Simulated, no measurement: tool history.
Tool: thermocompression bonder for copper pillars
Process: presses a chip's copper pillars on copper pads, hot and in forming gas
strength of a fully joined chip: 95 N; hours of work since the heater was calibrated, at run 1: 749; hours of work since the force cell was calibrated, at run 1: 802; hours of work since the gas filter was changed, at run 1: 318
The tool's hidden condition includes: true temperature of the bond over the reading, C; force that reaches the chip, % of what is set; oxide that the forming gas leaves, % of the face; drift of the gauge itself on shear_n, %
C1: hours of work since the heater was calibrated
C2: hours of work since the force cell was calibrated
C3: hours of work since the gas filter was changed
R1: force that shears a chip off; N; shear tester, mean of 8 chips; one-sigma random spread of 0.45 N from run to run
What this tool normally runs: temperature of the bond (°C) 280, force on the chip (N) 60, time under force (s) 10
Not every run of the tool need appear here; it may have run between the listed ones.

Run 1, hour 0.0: usual settings; C1 749; C2 802; C3 318. Result: R1 61.8 N.
Run 2, hour 29.2: usual settings; C1 766; C2 818; C3 334. Result: R1 61.6 N.
Run 3, hour 55.8: usual settings; C1 781; C2 834; C3 349. Result: R1 61.7 N.
Run 4, hour 107.1: usual settings; C1 810; C2 863; C3 379. Result: R1 61.2 N.
Run 5, hour 156.2: usual settings; C1 838; C2 891; C3 407. Result: R1 61.3 N.
At hour 168.3: forming gas filter changed.
Run 6, hour 183.2: usual settings but temperature of the bond (°C) 260; C1 853; C2 906; C3 9. Result: R1 51.8 N.
Run 7, hour 223.6: usual settings but temperature of the bond (°C) 260, time under force (s) 6; C1 876; C2 929; C3 32. Result: R1 43.7 N.
Run 8, hour 250.6: usual settings but temperature of the bond (°C) 260, time under force (s) 6; C1 892; C2 945; C3 47. Result: R1 43.2 N.
Run 9, hour 281.5: usual settings but temperature of the bond (°C) 260, time under force (s) 6; C1 909; C2 962; C3 65. Result: R1 43.6 N.
Run 10, hour 333.5: usual settings but temperature of the bond (°C) 260, time under force (s) 6; C1 939; C2 992; C3 94. Result: R1 42.9 N.
Run 11, hour 389.2: usual settings but temperature of the bond (°C) 260, time under force (s) 8; C1 971; C2 1024; C3 126. Result: R1 47.2 N.
Run 12, hour 422.5: usual settings but time under force (s) 7; C1 990; C2 1043; C3 145. Result: R1 56.6 N.
Run 13, hour 476.2: usual settings; C1 1021; C2 1074; C3 176. Result: R1 62.3 N.
Run 14, hour 532.8: usual settings but temperature of the bond (°C) 252, force on the chip (N) 50, time under force (s) 30; C1 1053; C2 1106; C3 208. Result: R1 58.4 N.
At hour 540.2: heater calibrated with a thermocouple chip.
Run 15, hour 591.9: usual settings but temperature of the bond (°C) 288, force on the chip (N) 37, time under force (s) 8; C1 29; C2 1139; C3 241. Result: R1 44.8 N.
Run 16, hour 620.3: usual settings but temperature of the bond (°C) 252, force on the chip (N) 44, time under force (s) 6; C1 46; C2 1155; C3 257. Result: R1 28.0 N.
Run 17, hour 671.2: usual settings but temperature of the bond (°C) 283, time under force (s) 29; C1 75; C2 1184; C3 286. Result: R1 76.6 N.
At hour 681.0: force cell calibrated.
Run 18, hour 720.0: usual settings but temperature of the bond (°C) 283, time under force (s) 29; C1 102; C2 22; C3 313. Result: R1 75.4 N.
At hour 756.7: heater calibrated with a thermocouple chip, once more.
Run 19, hour 763.5: usual settings but temperature of the bond (°C) 269, force on the chip (N) 44; C1 4; C2 46; C3 337. Result: R1 49.3 N.
Run 20, hour 815.7: usual settings but temperature of the bond (°C) 299, force on the chip (N) 56, time under force (s) 7; C1 34; C2 76; C3 367. Result: R1 64.9 N.

What does the tool deliver on the next run?
Run 21, hour 876.4: usual settings but temperature of the bond (°C) 308, force on the chip (N) 57, time under force (s) 11; C1 68; C2 110; C3 401. Result: R1 ?.

{"run 21": {"R1": 75.4}}
Were there no unlogged condition in the tool, this run, its random variation unchanged, would have produced R1 78.9 N.
